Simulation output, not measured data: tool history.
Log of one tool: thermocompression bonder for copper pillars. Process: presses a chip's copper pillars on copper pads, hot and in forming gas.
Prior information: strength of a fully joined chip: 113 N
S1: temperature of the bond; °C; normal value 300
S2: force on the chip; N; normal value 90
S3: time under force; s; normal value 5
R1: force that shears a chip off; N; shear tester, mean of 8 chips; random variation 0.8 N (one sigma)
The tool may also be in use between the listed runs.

{"run": 1, "hour": 0.0, "S1": 300, "S2": 90, "S3": 5, "R1": 70.8}
{"run": 2, "hour": 5.2, "S1": 300, "S2": 90, "S3": 5, "R1": 70.4}
{"run": 3, "hour": 14.1, "S1": 300, "S2": 90, "S3": 5, "R1": 68.3}
{"run": 4, "hour": 21.9, "S1": 300, "S2": 90, "S3": 7, "R1": 75.6}
{"run": 5, "hour": 27.7, "S1": 300, "S2": 90, "S3": 7, "R1": 75.7}
{"run": 6, "hour": 37.7, "S1": 283, "S2": 90, "S3": 5, "R1": 55.3}
{"run": 7, "hour": 46.5, "S1": 283, "S2": 90, "S3": 5, "R1": 56.5}
{"run": 8, "hour": 54.9, "S1": 272, "S2": 85, "S3": 3, "R1": 36.1}
{"run": 9, "hour": 63.0, "S1": 300, "S2": 129, "S3": 5, "R1": 87.2}
{"run": 10, "hour": 73.0, "S1": 300, "S2": 57, "S3": 8, "R1": 56.1}
{"run": 11, "hour": 80.0, "S1": 288, "S2": 65, "S3": 7, "R1": 50}
{"run": 12, "hour": 87.5, "S1": 288, "S2": 65, "S3": 7, "R1": 50.2}
{"run": 13, "hour": 92.4, "S1": 288, "S2": 65, "S3": 9, "R1": 54.8}

Predict each of these 5 candidate next runs independently; none follows another, all start after run 13:
{"run": "A", "hour": 102.3, "S1": 271, "S2": 133, "S3": 9, "R1": "?"}
{"run": "B", "hour": 102.3, "S1": 272, "S2": 106, "S3": 8, "R1": "?"}
{"run": "C", "hour": 102.3, "S1": 301, "S2": 68, "S3": 6, "R1": "?"}
{"run": "D", "hour": 102.3, "S1": 327, "S2": 74, "S3": 7, "R1": "?"}
{"run": "E", "hour": 102.3, "S1": 319, "S2": 60, "S3": 5, "R1": "?"}

run=A R1=76.1
run=B R1=63.6
run=C R1=58.6
run=D R1=86
run=E R1=63.2
What these runs would have given with no unlogged condition in the tool:
run=A R1=83.7
run=B R1=71.1
run=C R1=65.3
run=D R1=92.1
run=E R1=69.7

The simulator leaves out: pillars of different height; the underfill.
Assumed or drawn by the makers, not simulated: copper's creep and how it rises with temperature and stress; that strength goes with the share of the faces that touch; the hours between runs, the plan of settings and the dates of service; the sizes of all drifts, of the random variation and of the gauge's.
